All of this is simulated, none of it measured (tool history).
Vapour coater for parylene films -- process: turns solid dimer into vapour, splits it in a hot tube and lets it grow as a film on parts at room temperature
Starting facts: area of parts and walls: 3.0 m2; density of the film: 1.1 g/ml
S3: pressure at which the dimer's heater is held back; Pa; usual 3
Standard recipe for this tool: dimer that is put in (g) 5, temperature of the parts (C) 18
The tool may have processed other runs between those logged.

Run 1, hour 0: usual settings. Result: thickness of the film (µm) 1.067.
Run 2, hour 39.4: usual settings but S3 4.53 Pa. Result: thickness of the film (µm) 0.968.
Run 3, hour 73.1: usual settings but S3 4.53 Pa. Result: thickness of the film (µm) 0.962.
Run 4, hour 103.4: usual settings but S3 4.53 Pa. Result: thickness of the film (µm) 0.958.
Run 5, hour 147.3: usual settings but temperature of the parts (C) 15. Result: thickness of the film (µm) 1.197.
Run 6, hour 176: usual settings but dimer that is put in (g) 3, temperature of the parts (C) 15. Result: thickness of the film (µm) 0.717.
Run 7, hour 202.7: usual settings but dimer that is put in (g) 3, temperature of the parts (C) 15. Result: thickness of the film (µm) 0.714.
Run 8, hour 226.5: usual settings but S3 3.74 Pa. Result: thickness of the film (µm) 0.99.
Run 9, hour 252.4: usual settings but S3 10.01 Pa. Result: thickness of the film (µm) 0.787.
Run 10, hour 271.9: usual settings but dimer that is put in (g) 8, S3 6.12 Pa. Result: thickness of the film (µm) 1.413.
Run 11, hour 313.9: usual settings but dimer that is put in (g) 8, S3 6.12 Pa. Result: thickness of the film (µm) 1.405.

Branching from run 11: 5 alternative next runs. What would each branch give?
Run A, hour 349.7: usual settings but dimer that is put in (g) 4, temperature of the parts (C) 16, S3 6.12 Pa. Result: thickness of the film (µm) ?.
Run B, hour 349.7: usual settings but dimer that is put in (g) 2, temperature of the parts (C) 28, S3 6.12 Pa. Result: thickness of the film (µm) ?.
Run C, hour 349.7: usual settings but dimer that is put in (g) 8, S3 5 Pa. Result: thickness of the film (µm) ?.
Run D, hour 349.7: usual settings but dimer that is put in (g) 2, temperature of the parts (C) 25, S3 6.12 Pa. Result: thickness of the film (µm) ?.
Run E, hour 349.7: usual settings but dimer that is put in (g) 7, temperature of the parts (C) 23, S3 3.06 Pa. Result: thickness of the film (µm) ?.

run  thickness of the film (µm)
  A                       0.764
  B                       0.231
  C                       1.463
  D                       0.263
  E                        1.16
Without the tool's unlogged condition, the same runs would have read:
run  thickness of the film (µm)
  A                       0.802
  B                       0.243
  C                       1.535
  D                       0.276
  E                       1.218
